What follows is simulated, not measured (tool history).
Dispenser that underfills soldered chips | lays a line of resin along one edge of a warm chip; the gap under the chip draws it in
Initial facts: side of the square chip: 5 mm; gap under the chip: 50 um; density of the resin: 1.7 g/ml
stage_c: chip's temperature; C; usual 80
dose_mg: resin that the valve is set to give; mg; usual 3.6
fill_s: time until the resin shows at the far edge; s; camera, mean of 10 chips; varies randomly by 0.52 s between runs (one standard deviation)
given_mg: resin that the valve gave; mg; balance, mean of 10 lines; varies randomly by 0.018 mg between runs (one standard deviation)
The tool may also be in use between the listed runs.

run 1 hour=0 | stage_c=80 dose_mg=3.6 | fill_s=47.5 given_mg=3.41
-- hour=11.5 new syringe of resin
run 2 hour=13.1 | stage_c=80 dose_mg=3.6 | fill_s=44.1 given_mg=3.37
run 3 hour=24.5 | stage_c=80 dose_mg=3.6 | fill_s=66.8 given_mg=3.35
-- hour=25.8 new syringe of resin
-- hour=27.8 dispensing valve cleaned and set on the balance
run 4 hour=35.7 | stage_c=80 dose_mg=4.19 | fill_s=56.1 given_mg=4.13
-- hour=41.5 new syringe of resin
run 5 hour=49.2 | stage_c=80 dose_mg=3.6 | fill_s=55.1 given_mg=3.53
-- hour=55.8 new syringe of resin
run 6 hour=57.5 | stage_c=80 dose_mg=3.6 | fill_s=42.3 given_mg=3.58
-- hour=70.1 new syringe of resin
run 7 hour=72.4 | stage_c=80 dose_mg=3.6 | fill_s=45.5 given_mg=3.5
-- hour=84.7 new syringe of resin
run 8 hour=86.8 | stage_c=80 dose_mg=3.56 | fill_s=43.6 given_mg=3.46
run 9 hour=95.8 | stage_c=80 dose_mg=3.6 | fill_s=61.6 given_mg=3.49
-- hour=100.3 new syringe of resin
run 10 hour=105.7 | stage_c=80 dose_mg=3.6 | fill_s=49.8 given_mg=3.45
-- hour=115.5 new syringe of resin
run 11 hour=118.4 | stage_c=80 dose_mg=3.6 | fill_s=44.6 given_mg=3.47
-- hour=129.9 new syringe of resin
run 12 hour=130.2 | stage_c=80 dose_mg=3.6 | fill_s=41.2 given_mg=3.44
run 13 hour=140.1 | stage_c=80 dose_mg=3.6 | fill_s=58.3 given_mg=3.41
-- hour=144.3 new syringe of resin
run 14 hour=154.3 | stage_c=80 dose_mg=3.6 | fill_s=58.7 given_mg=3.39
-- hour=159.1 new syringe of resin
run 15 hour=164 | stage_c=80 dose_mg=3.6 | fill_s=48.9 given_mg=3.34
-- hour=174.1 new syringe of resin
run 16 hour=175.2 | stage_c=80 dose_mg=3.6 | fill_s=40.8 given_mg=3.37
run 17 hour=187.7 | stage_c=80 dose_mg=3.6 | fill_s=65.8 given_mg=3.3
-- hour=188.6 new syringe of resin
-- hour=191.4 dispensing valve cleaned and set on the balance
run 18 hour=202.9 | stage_c=80 dose_mg=4.66 | fill_s=65 given_mg=4.64
-- hour=204.5 new syringe of resin
run 19 hour=217.4 | stage_c=86 dose_mg=3.64 | fill_s=50.1 given_mg=3.61
-- hour=218.9 new syringe of resin
run 20 hour=224.3 | stage_c=86 dose_mg=3.64 | fill_s=38.8 given_mg=3.56
-- hour=234.3 new syringe of resin
run 21 hour=237.4 | stage_c=86 dose_mg=3.64 | fill_s=34.8 given_mg=3.54
-- hour=249.6 new syringe of resin
run 22 hour=252.3 | stage_c=86 dose_mg=3.64 | fill_s=34.2 given_mg=3.55
-- hour=264.2 new syringe of resin
run 23 hour=267.4 | stage_c=86 dose_mg=3.64 | fill_s=34.8 given_mg=3.51
run 24 hour=276.2 | stage_c=85 dose_mg=4.53 | fill_s=49.5 given_mg=4.34
-- hour=278.7 new syringe of resin
run 25 hour=287.9 | stage_c=76 dose_mg=4.3 | fill_s=67 given_mg=4.09
-- hour=293.5 new syringe of resin
run 26 hour=303 | stage_c=76 dose_mg=4.3 | fill_s=66.9 given_mg=4.1
-- hour=308.2 new syringe of resin
run 27 hour=313.5 | stage_c=90 dose_mg=4.54 | fill_s=31.6 given_mg=4.29
-- hour=322.8 new syringe of resin
run 28 hour=328.3 | stage_c=95 dose_mg=4.34 | fill_s=26.2 given_mg=4.05
-- hour=337.1 new syringe of resin
run 29 hour=339.4 | stage_c=95 dose_mg=3.2 | fill_s=23.9 given_mg=2.97
-- hour=351.4 new syringe of resin
run 30 hour=351.4 | stage_c=88 dose_mg=3.74 | fill_s=28.8 given_mg=3.46
-- hour=354.6 dispensing valve cleaned and set on the balance
run 31 hour=365.2 | stage_c=91 dose_mg=3.27 | fill_s=40.6 given_mg=3.27
-- hour=367.1 new syringe of resin
run 32 hour=378.6 | stage_c=82 dose_mg=3.27 | fill_s=55.2 given_mg=3.24
-- hour=382 new syringe of resin
run 33 hour=391.5 | stage_c=90 dose_mg=3.6 | fill_s=37.2 given_mg=3.53

Run 34 has not been measured yet. What should we expect?
-- hour=396.3 new syringe of resin
run 34 hour=404.2 | stage_c=73 dose_mg=3.42 | fill_s=? given_mg=?

Run 34 gave fill_s 73.4 s, given_mg 3.32 mg.
On a tool with no hidden condition, and with the same random variation, this run would have come out at fill_s 58.6 s, given_mg 3.41 mg.
